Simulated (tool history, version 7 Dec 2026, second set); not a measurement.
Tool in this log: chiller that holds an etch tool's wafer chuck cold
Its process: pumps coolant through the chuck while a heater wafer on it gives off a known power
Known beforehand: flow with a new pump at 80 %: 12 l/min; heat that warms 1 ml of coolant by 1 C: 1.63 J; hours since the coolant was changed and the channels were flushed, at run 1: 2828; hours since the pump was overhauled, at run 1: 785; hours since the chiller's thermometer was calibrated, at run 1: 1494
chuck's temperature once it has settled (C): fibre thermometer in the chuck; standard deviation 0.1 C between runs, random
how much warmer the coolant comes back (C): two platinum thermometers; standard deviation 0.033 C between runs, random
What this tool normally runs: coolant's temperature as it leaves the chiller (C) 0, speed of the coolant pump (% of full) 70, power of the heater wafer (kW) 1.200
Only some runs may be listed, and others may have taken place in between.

run     day  coolant's temperature as it leaves the chiller (C)  speed of the coolant pump (% of full)  power of the heater wafer (kW)  hours since the coolant was changed and the channels were flushed  hours since the pump was overhauled  hours since the chiller's thermometer was calibrated  chuck's temperature once it has settled (C)  how much warmer the coolant comes back (C)
  1   0.000                                                   0                                     70                           1.200                                                               2828                                  785                                                  1494                                          8.5                                        4.31
  2   1.450                                                   0                                     84                           1.200                                                               2863                                  820                                                  1529                                          7.5                                        3.55
  3   2.788                                                   0                                     89                           1.200                                                               2895                                  852                                                  1561                                          7.3                                        3.42
  4   4.150                                                   0                                     89                           1.200                                                               2928                                  885                                                  1594                                          7.2                                        3.35
  5   5.567                                                  -3                                     70                           1.200                                                               2962                                  919                                                  1628                                          5.6                                        4.29
  6   7.021                                                  -3                                     70                           1.200                                                               2997                                  954                                                  1663                                          5.5                                        4.30
  7   8.479                                                  -3                                     70                           1.200                                                               3032                                  989                                                  1698                                          5.6                                        4.28
  8   9.908                                                  -3                                     70                           1.200                                                               3066                                 1023                                                  1732                                          5.7                                        4.31
  9  10.879                                                   0                                     70                           1.200                                                               3090                                 1047                                                  1755                                          8.6                                        4.27
 10  11.779                                                   4                                     70                           1.200                                                               3111                                 1068                                                  1777                                         12.6                                        4.31
     12.108  -- coolant pump overhauled
 11  12.817                                                   4                                     70                           1.200                                                               3131                                   17                                                  1797                                         12.7                                        4.35
 12  13.779                                                   4                                     70                           1.200                                                               3154                                   40                                                  1820                                         12.7                                        4.38
 13  14.817                                                   0                                     70                           1.200                                                               3179                                   65                                                  1845                                          8.7                                        4.36
 14  15.762                                                   0                                     78                           1.200                                                               3202                                   88                                                  1868                                          8.2                                        3.98
 15  16.900                                                   0                                     70                           0.717                                                               3229                                  115                                                  1895                                          5.1                                        2.59
     18.392  -- coolant pump overhauled, once more
 16  18.450                                                   0                                     70                           0.717                                                               3261                                    1                                                  1927                                          5.2                                        2.52
 17  19.633                                                   1                                     70                           0.717                                                               3290                                   30                                                  1956                                          6.0                                        2.51
 18  20.600                                                   8                                     65                           0.882                                                               3313                                   53                                                  1979                                         14.7                                        3.32
 19  21.625                                                   4                                     70                           1.421                                                               3338                                   78                                                  2003                                         14.0                                        4.93
 20  22.475                                                   0                                     66                           0.974                                                               3358                                   98                                                  2024                                          7.1                                        3.64
 21  23.417                                                  -6                                     63                           0.979                                                               3380                                  121                                                  2046                                          1.5                                        3.83
 22  24.471                                                  -6                                     63                           0.979                                                               3406                                  146                                                  2072                                          1.6                                        3.81
 23  25.504                                                   2                                     67                           1.215                                                               3431                                  171                                                  2096                                         11.1                                        4.53
 24  26.412                                                   0                                     76                           0.946                                                               3452                                  193                                                  2118                                          6.3                                        2.99
 25  27.204                                                  -6                                     89                           0.701                                                               3471                                  212                                                  2137                                         -1.8                                        1.96
 26  28.588                                                  -6                                     89                           0.815                                                               3505                                  245                                                  2170                                         -1.0                                        2.24
 27  29.892                                                  -6                                     89                           0.815                                                               3536                                  276                                                  2202                                         -1.0                                        2.24
 28  30.504                                                   0                                     62                           1.200                                                               3551                                  291                                                  2216                                          9.4                                        4.78
 29  31.496                                                  -3                                     86                           0.909                                                               3574                                  314                                                  2240                                          2.8                                        2.64
 30  32.700                                                   9                                     65                           0.704                                                               3603                                  343                                                  2269                                         14.5                                        2.59
 31  33.358                                                   2                                     83                           1.601                                                               3619                                  359                                                  2285                                         12.4                                        4.70

3 ways to go on from here, each from the tool as it stands after run 31. What would each give?
  A  34.175                                                   2                                     83                           1.708                                                               3639                                  379                                                  2305                                            ?                                           ?
  B  34.175                                                   0                                     63                           0.853                                                               3639                                  379                                                  2305                                            ?                                           ?
  C  34.175                                                  -8                                     83                           1.601                                                               3639                                  379                                                  2305                                            ?                                           ?

run  chuck's temperature once it has settled (C)  how much warmer the coolant comes back (C)
  A                                         12.9                                        5.05
  B                                          6.9                                        3.33
  C                                          2.3                                        4.81
With the hidden condition removed and each run's random variation left untouched, the same runs would have given:
run  chuck's temperature once it has settled (C)  how much warmer the coolant comes back (C)
  A                                         12.3                                        5.05
  B                                          6.5                                        3.33
  C                                          1.7                                        4.81

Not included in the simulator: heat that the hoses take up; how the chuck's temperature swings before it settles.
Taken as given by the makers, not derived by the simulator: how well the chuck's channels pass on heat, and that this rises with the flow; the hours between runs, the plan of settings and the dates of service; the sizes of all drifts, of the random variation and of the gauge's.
